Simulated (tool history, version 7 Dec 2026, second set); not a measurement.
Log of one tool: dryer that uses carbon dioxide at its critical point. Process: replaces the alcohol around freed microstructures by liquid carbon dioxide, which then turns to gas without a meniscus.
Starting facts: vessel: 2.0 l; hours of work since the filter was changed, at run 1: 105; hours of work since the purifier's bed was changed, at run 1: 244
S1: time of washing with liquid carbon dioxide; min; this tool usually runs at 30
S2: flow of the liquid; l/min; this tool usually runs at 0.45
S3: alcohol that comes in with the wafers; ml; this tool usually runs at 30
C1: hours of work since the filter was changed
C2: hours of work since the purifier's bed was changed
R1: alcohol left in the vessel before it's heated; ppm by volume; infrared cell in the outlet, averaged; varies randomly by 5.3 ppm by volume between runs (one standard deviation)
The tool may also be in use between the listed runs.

{"run": 1, "hour": 0.0, "S1": 30, "S2": 0.45, "S3": 30, "C1": 105, "C2": 244, "R1": 145}
{"run": 2, "hour": 49.2, "S1": 30, "S2": 0.45, "S3": 30, "C1": 138, "C2": 277, "R1": 139}
{"run": 3, "hour": 102.2, "S1": 30, "S2": 0.45, "S3": 30, "C1": 173, "C2": 312, "R1": 151}
{"run": 4, "hour": 136.9, "S1": 22, "S2": 0.45, "S3": 30, "C1": 196, "C2": 336, "R1": 493}
{"run": 5, "hour": 162.9, "S1": 41, "S2": 0.45, "S3": 30, "C1": 214, "C2": 353, "R1": 43}
{"run": 6, "hour": 185.5, "S1": 41, "S2": 0.45, "S3": 30, "C1": 229, "C2": 368, "R1": 51}
{"run": 7, "hour": 226.6, "S1": 41, "S2": 0.45, "S3": 30, "C1": 256, "C2": 395, "R1": 57}
{"run": 8, "hour": 279.9, "S1": 41, "S2": 0.45, "S3": 30, "C1": 292, "C2": 431, "R1": 60}
{"run": 9, "hour": 320.2, "S1": 41, "S2": 0.45, "S3": 30, "C1": 319, "C2": 458, "R1": 63}
{"run": 10, "hour": 355.3, "S1": 30, "S2": 0.45, "S3": 30, "C1": 342, "C2": 481, "R1": 177}
{"run": 11, "hour": 385.9, "S1": 30, "S2": 0.45, "S3": 30, "C1": 362, "C2": 502, "R1": 190}
{"run": 12, "hour": 429.4, "S1": 30, "S2": 0.45, "S3": 30, "C1": 391, "C2": 531, "R1": 189}
{"run": 13, "hour": 457.1, "S1": 35, "S2": 0.45, "S3": 30, "C1": 410, "C2": 549, "R1": 101}
{"run": 14, "hour": 499.6, "S1": 30, "S2": 0.509, "S3": 30, "C1": 438, "C2": 577, "R1": 127}
{"run": 15, "hour": 551.5, "S1": 30, "S2": 0.509, "S3": 30, "C1": 473, "C2": 612, "R1": 130}
{"run": 16, "hour": 586.1, "S1": 30, "S2": 0.509, "S3": 30, "C1": 496, "C2": 635, "R1": 137}
{"run": 17, "hour": 625.1, "S1": 30, "S2": 0.509, "S3": 30, "C1": 522, "C2": 661, "R1": 134}
{"hour": 659.7, "done": "inlet filter changed"}
{"run": 18, "hour": 671.5, "S1": 30, "S2": 0.45, "S3": 61, "C1": 8, "C2": 691, "R1": 270}
{"run": 19, "hour": 702.1, "S1": 30, "S2": 0.45, "S3": 61, "C1": 28, "C2": 712, "R1": 287}
{"run": 20, "hour": 755.6, "S1": 30, "S2": 0.45, "S3": 61, "C1": 64, "C2": 747, "R1": 294}
{"run": 21, "hour": 798.3, "S1": 30, "S2": 0.45, "S3": 30, "C1": 92, "C2": 776, "R1": 182}
{"run": 22, "hour": 821.2, "S1": 28, "S2": 0.45, "S3": 46, "C1": 108, "C2": 791, "R1": 309}
{"run": 23, "hour": 849.0, "S1": 23, "S2": 0.321, "S3": 30, "C1": 126, "C2": 809, "R1": 1146}
{"run": 24, "hour": 899.7, "S1": 48, "S2": 0.464, "S3": 26, "C1": 160, "C2": 843, "R1": 68}
{"run": 25, "hour": 950.5, "S1": 35, "S2": 0.328, "S3": 30, "C1": 194, "C2": 877, "R1": 334}
{"run": 26, "hour": 995.9, "S1": 25, "S2": 0.328, "S3": 64, "C1": 224, "C2": 907, "R1": 1888}
{"run": 27, "hour": 1018.4, "S1": 25, "S2": 0.328, "S3": 64, "C1": 239, "C2": 922, "R1": 1973}
{"run": 28, "hour": 1066.3, "S1": 19, "S2": 0.386, "S3": 79, "C1": 271, "C2": 954, "R1": 3160}
{"run": 29, "hour": 1090.9, "S1": 26, "S2": 0.595, "S3": 22, "C1": 287, "C2": 971, "R1": 123}
{"run": 30, "hour": 1136.5, "S1": 26, "S2": 0.595, "S3": 34, "C1": 318, "C2": 1001, "R1": 143}
{"hour": 1155.9, "done": "purifier's bed changed"}
{"run": 31, "hour": 1180.2, "S1": 26, "S2": 0.595, "S3": 34, "C1": 345, "C2": 16, "R1": 91}
{"run": 32, "hour": 1220.1, "S1": 26, "S2": 0.595, "S3": 34, "C1": 371, "C2": 43, "R1": 96}
{"run": 33, "hour": 1245.8, "S1": 26, "S2": 0.595, "S3": 34, "C1": 389, "C2": 60, "R1": 88}
{"run": 34, "hour": 1269.2, "S1": 30, "S2": 0.45, "S3": 30, "C1": 404, "C2": 75, "R1": 152}
{"run": 35, "hour": 1312.4, "S1": 27, "S2": 0.458, "S3": 63, "C1": 433, "C2": 104, "R1": 480}
{"run": 36, "hour": 1367.5, "S1": 34, "S2": 0.429, "S3": 42, "C1": 470, "C2": 141, "R1": 174}
{"run": 37, "hour": 1417.9, "S1": 39, "S2": 0.437, "S3": 46, "C1": 503, "C2": 175, "R1": 96}
{"run": 38, "hour": 1460.4, "S1": 39, "S2": 0.647, "S3": 116, "C1": 532, "C2": 203, "R1": 39}
{"hour": 1482.6, "done": "inlet filter changed"}
{"run": 39, "hour": 1506.3, "S1": 25, "S2": 0.463, "S3": 116, "C1": 16, "C2": 233, "R1": 901}
{"run": 40, "hour": 1544.7, "S1": 25, "S2": 0.463, "S3": 116, "C1": 41, "C2": 258, "R1": 913}
{"run": 41, "hour": 1591.5, "S1": 25, "S2": 0.463, "S3": 116, "C1": 73, "C2": 290, "R1": 946}
{"run": 42, "hour": 1616.2, "S1": 37, "S2": 0.601, "S3": 43, "C1": 89, "C2": 306, "R1": 41}

Predict each of these 4 candidate next runs independently; none follows another, all start after run 42:
{"run": "A", "hour": 1669.0, "S1": 37, "S2": 0.601, "S3": 115, "C1": 124, "C2": 341, "R1": "?"}
{"run": "B", "hour": 1669.0, "S1": 32, "S2": 0.614, "S3": 43, "C1": 124, "C2": 341, "R1": "?"}
{"run": "C", "hour": 1669.0, "S1": 30, "S2": 0.303, "S3": 30, "C1": 124, "C2": 341, "R1": "?"}
{"run": "D", "hour": 1669.0, "S1": 30, "S2": 0.408, "S3": 29, "C1": 124, "C2": 341, "R1": "?"}

run=A R1=48
run=B R1=48
run=C R1=645
run=D R1=215
What these runs would have given with no unlogged condition in the tool:
run=A R1=19
run=B R1=20
run=C R1=579
run=D R1=173
